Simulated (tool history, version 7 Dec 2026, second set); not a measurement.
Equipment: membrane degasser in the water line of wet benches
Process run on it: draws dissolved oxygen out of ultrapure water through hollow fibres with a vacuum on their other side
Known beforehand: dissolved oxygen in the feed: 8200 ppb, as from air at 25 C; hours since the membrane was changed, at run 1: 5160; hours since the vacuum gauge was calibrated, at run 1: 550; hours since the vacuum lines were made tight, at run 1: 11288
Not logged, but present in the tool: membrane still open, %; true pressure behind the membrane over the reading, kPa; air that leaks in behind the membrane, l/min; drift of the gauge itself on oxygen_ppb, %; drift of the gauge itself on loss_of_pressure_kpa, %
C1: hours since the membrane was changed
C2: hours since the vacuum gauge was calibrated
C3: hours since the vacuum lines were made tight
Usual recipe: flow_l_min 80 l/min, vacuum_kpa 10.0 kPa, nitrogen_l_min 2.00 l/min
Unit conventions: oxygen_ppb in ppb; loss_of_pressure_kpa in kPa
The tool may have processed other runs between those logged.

Run 1, hour 0.0: usual settings; C1 5160; C2 550; C3 11288. Result: oxygen_ppb 547.0 ppb, loss_of_pressure_kpa 52.06 kPa.
Run 2, hour 268.0: usual settings; C1 5428; C2 818; C3 11556. Result: oxygen_ppb 545.8 ppb, loss_of_pressure_kpa 52.28 kPa.
Run 3, hour 524.1: usual settings; C1 5685; C2 1074; C3 11812. Result: oxygen_ppb 545.9 ppb, loss_of_pressure_kpa 52.41 kPa.
Run 4, hour 742.9: usual settings but nitrogen_l_min 3.58 l/min; C1 5903; C2 1293; C3 12031. Result: oxygen_ppb 352.4 ppb, loss_of_pressure_kpa 52.61 kPa.
Run 5, hour 1016.0: usual settings but nitrogen_l_min 3.58 l/min; C1 6176; C2 1566; C3 12304. Result: oxygen_ppb 354.8 ppb, loss_of_pressure_kpa 52.38 kPa.
Run 6, hour 1205.3: usual settings but vacuum_kpa 9.0 kPa; C1 6366; C2 1756; C3 12493. Result: oxygen_ppb 477.0 ppb, loss_of_pressure_kpa 52.53 kPa.
Run 7, hour 1474.2: usual settings but vacuum_kpa 8.3 kPa, nitrogen_l_min 1.23 l/min; C1 6635; C2 2024; C3 12762. Result: oxygen_ppb 597.6 ppb, loss_of_pressure_kpa 52.36 kPa.
Run 8, hour 1620.1: usual settings but flow_l_min 55 l/min, vacuum_kpa 9.3 kPa, nitrogen_l_min 1.28 l/min; C1 6781; C2 2170; C3 12908. Result: oxygen_ppb 510.7 ppb, loss_of_pressure_kpa 36.17 kPa.
Run 9, hour 1843.3: usual settings but flow_l_min 55 l/min, vacuum_kpa 9.3 kPa, nitrogen_l_min 1.28 l/min; C1 7004; C2 2394; C3 13131. Result: oxygen_ppb 507.2 ppb, loss_of_pressure_kpa 36.07 kPa.
Run 10, hour 2024.8: usual settings but flow_l_min 55 l/min, vacuum_kpa 9.3 kPa, nitrogen_l_min 1.28 l/min; C1 7185; C2 2575; C3 13313. Result: oxygen_ppb 512.3 ppb, loss_of_pressure_kpa 36.13 kPa.
Run 11, hour 2224.2: usual settings but flow_l_min 55 l/min, vacuum_kpa 6.7 kPa, nitrogen_l_min 2.94 l/min; C1 7385; C2 2774; C3 13512. Result: oxygen_ppb 158.6 ppb, loss_of_pressure_kpa 36.18 kPa.
Run 12, hour 2406.6: usual settings but flow_l_min 55 l/min, vacuum_kpa 6.7 kPa, nitrogen_l_min 2.94 l/min; C1 7567; C2 2957; C3 13694. Result: oxygen_ppb 159.1 ppb, loss_of_pressure_kpa 36.32 kPa.

For each run, the measured value with the value that run would have given without the tool's hidden condition subtracted. The run-to-run variation is shared by both, the gauge scatter possibly not:
run  oxygen_ppb  loss_of_pressure_kpa
  1        +6.7                 +0.67
  2        +7.8                 +0.71
  3        +8.9                 +0.75
  4        +7.8                 +0.79
  5        +8.7                 +0.83
  6       +12.1                 +0.85
  7       +16.2                 +0.89
  8       +12.7                 +0.63
  9       +13.6                 +0.65
 10       +14.5                 +0.67
 11        +9.2                 +0.69
 12        +9.7                 +0.71
